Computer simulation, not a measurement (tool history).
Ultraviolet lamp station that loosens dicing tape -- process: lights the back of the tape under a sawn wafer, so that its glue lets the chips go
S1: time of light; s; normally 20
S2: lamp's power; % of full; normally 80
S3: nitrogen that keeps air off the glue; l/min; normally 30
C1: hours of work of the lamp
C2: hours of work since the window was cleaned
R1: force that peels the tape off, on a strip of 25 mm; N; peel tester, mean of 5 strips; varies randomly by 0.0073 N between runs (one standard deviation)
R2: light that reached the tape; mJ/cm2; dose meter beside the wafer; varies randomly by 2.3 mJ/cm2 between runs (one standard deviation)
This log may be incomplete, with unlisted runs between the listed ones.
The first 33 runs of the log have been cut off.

run,day,S1,S2,S3,C1,C2,R1,R2
34,47.779,28,66,9,447,188,0.324,276
35,49.504,23,74,28,480,221,0.248,249
36,50.704,35,93,34,503,244,0.165,479
37,52.496,11,80,10,537,278,1.540,128
38,54.346,11,80,10,572,313,1.563,128
39,56.371,11,97,18,611,352,0.815,157
# day 56.804: window cleaned of glue's vapour
40,57.967,11,97,18,641,22,0.801,160
41,59.333,24,97,18,667,48,0.186,339
42,60.246,13,80,35,684,66,0.635,153
43,61.825,35,77,23,714,96,0.174,396

Alternative continuations, all from the tool just after run 43; predict every row:
A,63.362,16,77,23,743,125,?,?
B,63.362,35,74,27,743,125,?,?
C,63.362,10,72,44,743,125,?,?

run,R1,R2
A,0.499,183
B,0.178,378
C,1.321,108
What these runs would have given with no unlogged condition in the tool:
run,R1,R2
A,0.496,184
B,0.178,379
C,1.314,108
